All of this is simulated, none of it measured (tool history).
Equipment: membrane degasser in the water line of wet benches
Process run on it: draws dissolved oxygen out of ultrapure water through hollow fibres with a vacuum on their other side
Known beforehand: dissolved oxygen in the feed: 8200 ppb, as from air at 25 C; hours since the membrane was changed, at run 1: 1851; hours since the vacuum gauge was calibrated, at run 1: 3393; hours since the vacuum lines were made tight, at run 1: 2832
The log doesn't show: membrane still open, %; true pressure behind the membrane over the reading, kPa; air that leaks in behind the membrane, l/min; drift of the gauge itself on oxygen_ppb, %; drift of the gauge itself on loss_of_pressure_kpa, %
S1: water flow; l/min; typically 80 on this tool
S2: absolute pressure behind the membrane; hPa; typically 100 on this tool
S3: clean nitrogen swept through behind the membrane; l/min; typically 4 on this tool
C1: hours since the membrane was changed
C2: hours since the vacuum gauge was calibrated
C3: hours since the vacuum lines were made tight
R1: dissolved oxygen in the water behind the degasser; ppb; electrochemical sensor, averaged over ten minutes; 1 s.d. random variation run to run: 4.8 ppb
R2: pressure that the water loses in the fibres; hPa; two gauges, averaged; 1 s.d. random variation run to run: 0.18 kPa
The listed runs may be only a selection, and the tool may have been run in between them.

| run | hour | S1 | S2 | S3 | C1 | C2 | C3 | R1 | R2 |
|---|---|---|---|---|---|---|---|---|---|
| 1 | 0 | 80 | 100 | 4 | 1851 | 3393 | 2832 | 494.5 | 309.4 |
| 2 | 96.7 | 80 | 100 | 4 | 1947 | 3490 | 2929 | 487.2 | 306.4 |
| 3 | 162.3 | 79 | 100 | 4 | 2013 | 3556 | 2995 | 488 | 301.3 |
|  | 177.1 | vacuum gauge calibrated |
| 4 | 221.5 | 80 | 100 | 7.43 | 2072 | 44 | 3053 | 374.3 | 310.1 |
| 5 | 275.6 | 80 | 140 | 4 | 2126 | 98 | 3107 | 655.5 | 308.5 |
| 6 | 330.2 | 80 | 140 | 4 | 2180 | 153 | 3162 | 660 | 305.9 |
| 7 | 380.9 | 80 | 140 | 4 | 2231 | 204 | 3213 | 656.6 | 306.4 |
| 8 | 484.7 | 80 | 140 | 4 | 2335 | 308 | 3317 | 645 | 310 |
| 9 | 539.3 | 80 | 140 | 4 | 2389 | 362 | 3371 | 658.4 | 305.4 |
|  | 594.9 | vacuum gauge calibrated, once more |
| 10 | 613 | 118 | 140 | 4 | 2463 | 18 | 3444 | 1143.5 | 459.5 |
| 11 | 682 | 80 | 100 | 12 | 2532 | 87 | 3513 | 310 | 309.3 |
| 12 | 733.4 | 80 | 100 | 4 | 2583 | 138 | 3565 | 492.4 | 310.9 |
| 13 | 807.7 | 80 | 100 | 4 | 2657 | 213 | 3639 | 497 | 309 |
| 14 | 856.2 | 80 | 100 | 4 | 2706 | 261 | 3688 | 483.9 | 311.6 |
| 15 | 921.3 | 80 | 100 | 4 | 2771 | 326 | 3753 | 495.5 | 312.3 |
| 16 | 1010.9 | 80 | 100 | 4 | 2861 | 416 | 3842 | 485.8 | 313 |
| 17 | 1068.3 | 60 | 210 | 7.52 | 2918 | 473 | 3900 | 399.3 | 233.3 |
| 18 | 1141.1 | 71 | 100 | 5.07 | 2991 | 546 | 3972 | 349.1 | 276.4 |
| 19 | 1203.5 | 71 | 100 | 5.07 | 3053 | 609 | 4035 | 350.6 | 279.6 |
| 20 | 1264.3 | 89 | 100 | 3.02 | 3114 | 669 | 4096 | 681.3 | 347 |
| 21 | 1368.9 | 89 | 100 | 3.02 | 3219 | 774 | 4200 | 681.5 | 345.2 |
| 22 | 1459.2 | 110 | 169 | 1.64 | 3309 | 864 | 4291 | 1784.7 | 429.3 |
| 23 | 1541 | 67 | 65 | 3.27 | 3391 | 946 | 4372 | 263.4 | 259.7 |
| 24 | 1640.3 | 100 | 209 | 4 | 3490 | 1045 | 4472 | 1211.4 | 391.2 |
| 25 | 1711.1 | 67 | 166 | 3.95 | 3561 | 1116 | 4543 | 590 | 260.3 |
| 26 | 1807.6 | 67 | 166 | 3.95 | 3657 | 1213 | 4639 | 595.8 | 257.3 |
| 27 | 1877.5 | 53 | 166 | 3.95 | 3727 | 1283 | 4709 | 443.9 | 205.5 |

5 options for the next run, each taken on its own from the tool as it stands now. Forecast them:
| A | 1940 | 53 | 131 | 7.55 | 3790 | 1345 | 4771 | ? | ? |
| B | 1940 | 80 | 123 | 3.69 | 3790 | 1345 | 4771 | ? | ? |
| C | 1940 | 70 | 142 | 9.06 | 3790 | 1345 | 4771 | ? | ? |
| D | 1940 | 54 | 166 | 1.83 | 3790 | 1345 | 4771 | ? | ? |
| E | 1940 | 53 | 166 | 3.09 | 3790 | 1345 | 4771 | ? | ? |

| run | R1 | R2 |
|---|---|---|
| A | 208.9 | 206.1 |
| B | 605.4 | 315.3 |
| C | 338 | 272.3 |
| D | 829.3 | 210.9 |
| E | 537.7 | 205 |
Had the tool no hidden state, the same runs would have come out as:
| run | R1 | R2 |
|---|---|---|
| A | 200.7 | 200 |
| B | 582.2 | 306 |
| C | 320.5 | 264.2 |
| D | 818.7 | 204.7 |
| E | 527.9 | 198.9 |
